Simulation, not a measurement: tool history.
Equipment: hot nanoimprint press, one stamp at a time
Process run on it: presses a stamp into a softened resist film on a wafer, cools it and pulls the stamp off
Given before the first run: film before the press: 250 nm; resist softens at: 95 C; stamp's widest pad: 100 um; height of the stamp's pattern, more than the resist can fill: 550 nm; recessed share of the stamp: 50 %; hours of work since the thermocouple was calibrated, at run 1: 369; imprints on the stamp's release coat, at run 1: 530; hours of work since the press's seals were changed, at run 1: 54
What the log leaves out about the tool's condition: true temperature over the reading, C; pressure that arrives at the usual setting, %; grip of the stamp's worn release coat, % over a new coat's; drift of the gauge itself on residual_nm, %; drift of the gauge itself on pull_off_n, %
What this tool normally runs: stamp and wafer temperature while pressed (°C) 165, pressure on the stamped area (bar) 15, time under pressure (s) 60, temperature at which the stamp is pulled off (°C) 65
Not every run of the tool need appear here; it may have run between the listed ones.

| run | hour | stamp and wafer temperature while pressed (°C) | pressure on the stamped area (bar) | time under pressure (s) | temperature at which the stamp is pulled off (°C) | hours of work since the thermocouple was calibrated | imprints on the stamp's release coat | hours of work since the press's seals were changed | resist left under the stamp's widest pad (angstrom) | greatest force while the stamp is pulled off (N) |
|---|---|---|---|---|---|---|---|---|---|---|
| 1 | 0 | 165 | 15 | 60 | 65 | 369 | 530 | 54 | 1468 | 134 |
| 2 | 13.3 | 165 | 15 | 60 | 65 | 377 | 558 | 61 | 1470 | 132 |
| 3 | 26.2 | 165 | 15 | 79 | 65 | 384 | 586 | 69 | 1347 | 132 |
| 4 | 35.7 | 165 | 15 | 79 | 65 | 390 | 606 | 74 | 1357 | 134 |
| 5 | 51.3 | 165 | 15 | 79 | 65 | 399 | 639 | 83 | 1354 | 133 |
| 6 | 65.7 | 165 | 15 | 79 | 65 | 407 | 670 | 92 | 1353 | 136 |
| 7 | 72.4 | 165 | 15 | 79 | 65 | 411 | 685 | 96 | 1361 | 136 |
| 8 | 85.9 | 165 | 15 | 79 | 65 | 419 | 714 | 104 | 1355 | 134 |
| 9 | 98.5 | 165 | 15 | 79 | 65 | 426 | 741 | 111 | 1357 | 132 |
| 10 | 112.8 | 165 | 15 | 79 | 65 | 434 | 771 | 119 | 1376 | 133 |
| 11 | 120.4 | 165 | 15 | 79 | 65 | 439 | 788 | 124 | 1365 | 132 |
| 12 | 128.8 | 165 | 15 | 79 | 65 | 444 | 806 | 128 | 1359 | 134 |
| 13 | 136.8 | 165 | 15 | 79 | 65 | 448 | 823 | 133 | 1364 | 134 |
| 14 | 152 | 165 | 15 | 60 | 65 | 457 | 855 | 142 | 1485 | 135 |
| 15 | 159.9 | 165 | 15 | 60 | 65 | 462 | 872 | 146 | 1485 | 133 |
| 16 | 172.4 | 165 | 15 | 60 | 65 | 469 | 899 | 154 | 1480 | 136 |
| 17 | 180.2 | 165 | 15 | 60 | 65 | 473 | 916 | 158 | 1492 | 133 |
| 18 | 191.6 | 165 | 14.6 | 32 | 52 | 480 | 940 | 165 | 1778 | 168 |
| 19 | 202.1 | 165 | 14.6 | 32 | 52 | 486 | 963 | 171 | 1779 | 169 |
| 20 | 212.1 | 174 | 15 | 45 | 65 | 492 | 984 | 177 | 1232 | 134 |
| 21 | 224.4 | 174 | 17.4 | 45 | 59 | 499 | 1011 | 184 | 1142 | 150 |
| 22 | 240.8 | 174 | 17.4 | 45 | 59 | 509 | 1046 | 193 | 1149 | 151 |
| 23 | 257.2 | 160 | 23.1 | 59 | 65 | 518 | 1081 | 203 | 1455 | 133 |
| 24 | 271.8 | 175 | 19.2 | 106 | 73 | 527 | 1112 | 211 | 768 | 112 |
|  | 284.5 | plate thermocouple calibrated |
| 25 | 287.1 | 175 | 19.2 | 106 | 73 | 2 | 1139 | 218 | 769 | 114 |
| 26 | 298.2 | 175 | 19.2 | 106 | 73 | 8 | 1162 | 225 | 774 | 112 |
| 27 | 308.6 | 175 | 19.2 | 106 | 73 | 14 | 1185 | 231 | 778 | 112 |
| 28 | 315.6 | 165 | 13.5 | 60 | 65 | 18 | 1200 | 235 | 1573 | 134 |
| 29 | 324.4 | 165 | 13.5 | 60 | 65 | 23 | 1218 | 240 | 1571 | 133 |
| 30 | 334.6 | 165 | 13.5 | 60 | 65 | 29 | 1240 | 246 | 1582 | 132 |
| 31 | 343.9 | 165 | 17.6 | 60 | 66 | 34 | 1260 | 251 | 1397 | 132 |

Some steps in resist left under the stamp's widest pad (angstrom) between neighbouring runs. How much of each would the tool show without its hidden state too (settings, what came in, random variation), and how much is left for the hidden state, with any gauge scatter that isn't in both results?
Run 19 -> 20: stamp and wafer temperature while pressed (°C) 165 -> 174, pressure on the stamped area (bar) 14.6 -> 15, time under pressure (s) 32 -> 45, temperature at which the stamp is pulled off (°C) 52 -> 65. resist left under the stamp's widest pad (angstrom) -547: hidden state -7, all else -540.
Run 23 -> 24: stamp and wafer temperature while pressed (°C) 160 -> 175, pressure on the stamped area (bar) 23.1 -> 19.2, time under pressure (s) 59 -> 106, temperature at which the stamp is pulled off (°C) 65 -> 73. resist left under the stamp's widest pad (angstrom) -687: hidden state -11, all else -676.
Run 27 -> 28: stamp and wafer temperature while pressed (°C) 175 -> 165, pressure on the stamped area (bar) 19.2 -> 13.5, time under pressure (s) 106 -> 60, temperature at which the stamp is pulled off (°C) 73 -> 65. resist left under the stamp's widest pad (angstrom) +795: hidden state +18, all else +777.

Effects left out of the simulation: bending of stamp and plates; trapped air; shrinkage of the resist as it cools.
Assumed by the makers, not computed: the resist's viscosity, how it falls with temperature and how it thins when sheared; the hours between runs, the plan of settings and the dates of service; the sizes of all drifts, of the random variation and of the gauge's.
